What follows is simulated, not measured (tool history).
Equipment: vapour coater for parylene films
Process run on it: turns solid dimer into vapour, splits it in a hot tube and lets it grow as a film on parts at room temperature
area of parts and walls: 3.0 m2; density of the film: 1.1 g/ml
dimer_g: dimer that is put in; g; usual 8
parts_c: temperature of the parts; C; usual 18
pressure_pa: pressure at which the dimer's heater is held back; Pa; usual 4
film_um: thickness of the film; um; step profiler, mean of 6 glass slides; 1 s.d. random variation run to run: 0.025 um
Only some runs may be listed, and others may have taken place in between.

run	hour	dimer_g	parts_c	pressure_pa	film_um
1	0	8	18	4	1.74
2	17.4	8	18	4	1.66
3	48.9	8	18	4	1.67
4	77	8	18	4	1.68
5	107.2	8	18	4	1.68
6	139.1	4	18	4	0.83
7	169.3	4	18	4	0.81
8	193	4	25	7.12	0.66
9	221.5	14	25	3.67	2.6
# hour 224.4: table's thermometer calibrated
10	239.1	8	19	11.25	1.41
11	263.7	13	22	5.63	2.38
12	298.3	6	15	5.63	1.24
13	328.1	4	15	5.58	0.84

4 options for the next run, each taken on its own from the tool as it stands now. Forecast them:
A	348.8	8	18	7.65	?
B	348.8	7	22	4.23	?
C	348.8	9	14	3.86	?
D	348.8	4	15	3.69	?

run	film_um
A	1.49
B	1.37
C	1.95
D	0.86
What these runs would have given with no unlogged condition in the tool:
run	film_um
A	1.69
B	1.54
C	2.2
D	0.98
